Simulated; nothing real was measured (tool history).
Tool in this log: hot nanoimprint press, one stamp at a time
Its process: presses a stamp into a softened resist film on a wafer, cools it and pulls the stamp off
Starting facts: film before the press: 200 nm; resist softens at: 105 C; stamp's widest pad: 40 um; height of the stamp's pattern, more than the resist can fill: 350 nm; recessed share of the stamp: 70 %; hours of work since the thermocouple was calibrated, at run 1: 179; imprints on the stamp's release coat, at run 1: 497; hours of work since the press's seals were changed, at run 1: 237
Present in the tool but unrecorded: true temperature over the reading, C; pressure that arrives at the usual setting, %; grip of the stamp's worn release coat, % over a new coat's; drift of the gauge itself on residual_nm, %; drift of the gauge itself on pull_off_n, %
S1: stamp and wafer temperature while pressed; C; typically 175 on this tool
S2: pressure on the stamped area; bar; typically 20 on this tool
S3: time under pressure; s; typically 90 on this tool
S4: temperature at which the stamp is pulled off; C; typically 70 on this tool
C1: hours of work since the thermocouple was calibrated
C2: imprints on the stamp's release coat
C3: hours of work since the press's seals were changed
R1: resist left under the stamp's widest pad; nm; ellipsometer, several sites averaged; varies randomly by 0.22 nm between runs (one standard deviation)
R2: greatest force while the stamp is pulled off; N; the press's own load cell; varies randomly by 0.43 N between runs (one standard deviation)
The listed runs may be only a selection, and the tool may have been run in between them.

{"run": 1, "hour": 0.0, "S1": 175, "S2": 20, "S3": 90, "S4": 70, "C1": 179, "C2": 497, "C3": 237, "R1": 118.6, "R2": 123.3}
{"run": 2, "hour": 11.6, "S1": 175, "S2": 20, "S3": 90, "S4": 70, "C1": 186, "C2": 532, "C3": 244, "R1": 118.6, "R2": 123.9}
{"run": 3, "hour": 17.7, "S1": 175, "S2": 26.6, "S3": 90, "S4": 70, "C1": 189, "C2": 550, "C3": 248, "R1": 106.8, "R2": 124.9}
{"run": 4, "hour": 28.4, "S1": 175, "S2": 20, "S3": 90, "S4": 70, "C1": 196, "C2": 582, "C3": 255, "R1": 118.8, "R2": 124}
{"run": 5, "hour": 37.7, "S1": 175, "S2": 20, "S3": 90, "S4": 70, "C1": 202, "C2": 610, "C3": 260, "R1": 118.4, "R2": 124.9}
{"run": 6, "hour": 47.7, "S1": 175, "S2": 20, "S3": 90, "S4": 70, "C1": 208, "C2": 640, "C3": 266, "R1": 118.3, "R2": 124.8}
{"run": 7, "hour": 56.4, "S1": 175, "S2": 20, "S3": 90, "S4": 70, "C1": 213, "C2": 666, "C3": 272, "R1": 118.1, "R2": 126.1}
{"run": 8, "hour": 65.0, "S1": 175, "S2": 20, "S3": 90, "S4": 70, "C1": 219, "C2": 692, "C3": 277, "R1": 118.4, "R2": 126.1}
{"run": 9, "hour": 73.0, "S1": 175, "S2": 20, "S3": 90, "S4": 70, "C1": 224, "C2": 716, "C3": 282, "R1": 118.5, "R2": 126.5}
{"hour": 86.1, "done": "stamp cleaned and given a new release coat"}
{"run": 10, "hour": 86.1, "S1": 180, "S2": 16, "S3": 99, "S4": 61, "C1": 228, "C2": 0, "C3": 286, "R1": 99, "R2": 128.2}
{"run": 11, "hour": 97.1, "S1": 184, "S2": 20, "S3": 128, "S4": 70, "C1": 235, "C2": 33, "C3": 293, "R1": 66.8, "R2": 117.2}
{"run": 12, "hour": 106.2, "S1": 187, "S2": 16, "S3": 95, "S4": 56, "C1": 240, "C2": 60, "C3": 299, "R1": 72.4, "R2": 135.6}
{"run": 13, "hour": 114.5, "S1": 187, "S2": 16, "S3": 130, "S4": 63, "C1": 245, "C2": 85, "C3": 304, "R1": 63.5, "R2": 127.2}
{"run": 14, "hour": 126.0, "S1": 187, "S2": 16, "S3": 130, "S4": 63, "C1": 253, "C2": 119, "C3": 311, "R1": 63.3, "R2": 126.8}
{"run": 15, "hour": 137.4, "S1": 175, "S2": 20, "S3": 124, "S4": 65, "C1": 260, "C2": 153, "C3": 318, "R1": 105.3, "R2": 124.4}
{"run": 16, "hour": 145.7, "S1": 173, "S2": 20, "S3": 54, "S4": 70, "C1": 265, "C2": 178, "C3": 323, "R1": 145.9, "R2": 119.5}

For each entry between runs, how does the tool's hidden state at the last listed run before it compare with that at the first listed run after it?
Runs 9 to 10: stamp cleaned and given a new release coat (hour 86.1)
  true temperature over the reading, C: 0.43 -> 0.44; pressure that arrives at the usual setting, %: 99.17 -> 99.14; grip of the stamp's worn release coat, % over a new coat's: 8.3 -> 0
  measured result minus the result with no hidden state, R1: -1.8 -> -1.7 nm; R2: +9.1 -> -0.5 N
